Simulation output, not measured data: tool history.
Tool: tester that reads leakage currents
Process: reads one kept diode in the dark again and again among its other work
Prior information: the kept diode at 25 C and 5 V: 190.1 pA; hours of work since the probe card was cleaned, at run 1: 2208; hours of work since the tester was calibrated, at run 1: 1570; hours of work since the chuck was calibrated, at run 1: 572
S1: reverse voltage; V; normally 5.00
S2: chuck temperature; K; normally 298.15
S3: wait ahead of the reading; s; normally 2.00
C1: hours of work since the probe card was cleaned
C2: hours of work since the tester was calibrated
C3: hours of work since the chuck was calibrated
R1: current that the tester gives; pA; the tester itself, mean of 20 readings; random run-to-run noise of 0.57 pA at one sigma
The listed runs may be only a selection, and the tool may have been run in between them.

run,hour,S1,S2,S3,C1,C2,C3,R1
1,0.0,5.00,298.15,2.00,2208,1570,572,204.36
2,79.4,5.00,298.15,2.00,2240,1602,604,205.02
3,173.2,5.00,307.15,2.00,2278,1640,642,389.33
4,274.6,5.00,307.15,2.00,2319,1681,683,389.97
5,371.5,5.00,307.15,2.00,2358,1720,722,388.01
6,445.7,5.00,307.15,2.00,2388,1750,752,391.20
7,507.3,5.00,307.15,2.00,2413,1775,777,391.86
8,596.1,5.00,307.15,2.00,2449,1811,812,391.37
9,679.0,5.00,307.15,2.00,2483,1844,846,390.82
10,732.2,5.00,307.15,2.00,2504,1866,867,393.05
11,787.0,5.00,298.15,2.00,2526,1888,890,207.14
12,870.9,5.00,298.15,2.00,2560,1922,924,209.22
13,947.5,5.00,297.15,2.00,2591,1953,954,195.13
14,1025.8,5.00,297.15,2.00,2623,1984,986,195.10
15,1132.7,5.00,297.15,2.00,2666,2028,1029,195.51
16,1219.6,5.00,297.15,2.00,2701,2063,1064,195.57
17,1273.8,5.00,297.15,2.00,2723,2085,1086,197.29
18,1380.5,5.00,297.15,2.00,2766,2128,1130,196.49
19,1448.5,5.00,297.15,2.00,2794,2155,1157,197.16
20,1549.7,5.00,297.15,2.00,2835,2196,1198,198.42
21,1638.8,8.80,311.15,0.64,2871,2232,1234,632.53
22,1713.6,5.94,322.15,0.30,2901,2262,1264,1143.42
23,1800.5,5.00,298.15,0.81,2936,2297,1299,213.81
24,1879.8,4.20,302.15,0.49,2968,2330,1331,266.34
25,1974.1,18.35,318.15,3.96,3006,2368,1369,1291.62
# hour 1983.4: probe card cleaned and baked
26,2037.9,18.35,318.15,3.96,22,2392,1394,1302.22
27,2090.5,18.35,318.15,4.04,43,2414,1415,1312.46
# hour 2174.0: probe card cleaned and baked, once more
28,2190.5,18.35,318.15,4.04,7,2453,1454,1248.61
29,2262.5,1.91,330.15,0.64,36,2482,1484,1322.17
30,2358.9,5.00,326.15,2.00,75,2521,1523,1393.55
31,2412.9,5.00,311.15,2.64,97,2543,1544,518.16
32,2470.1,5.00,326.15,1.16,120,2566,1567,1393.84
33,2577.3,5.00,308.15,2.00,163,2609,1611,422.23
34,2630.0,1.72,296.15,5.72,184,2630,1632,125.27
35,2692.7,1.91,296.15,5.19,210,2656,1657,129.48
# hour 2737.6: chuck's temperature calibrated
36,2787.1,6.65,318.15,3.40,247,2693,20,876.47
37,2833.2,6.65,318.15,3.40,266,2712,39,877.98
38,2940.5,6.65,318.15,3.40,309,2755,82,870.21
39,3024.7,6.65,318.15,3.40,343,2789,116,874.48

Branching from run 39: 4 alternative next runs. What would each branch give?
A,3087.8,1.72,308.15,2.00,369,2815,142,?
B,3087.8,6.65,300.15,1.73,369,2815,142,?
C,3087.8,14.16,329.15,2.00,369,2815,142,?
D,3087.8,5.00,298.15,4.11,369,2815,142,?

run,R1
A,288.83
B,248.80
C,2258.91
D,195.95
The same runs, with their run-to-run variation unchanged, on a tool lacking any hidden condition would have given:
run,R1
A,283.06
B,242.17
C,2214.45
D,190.79
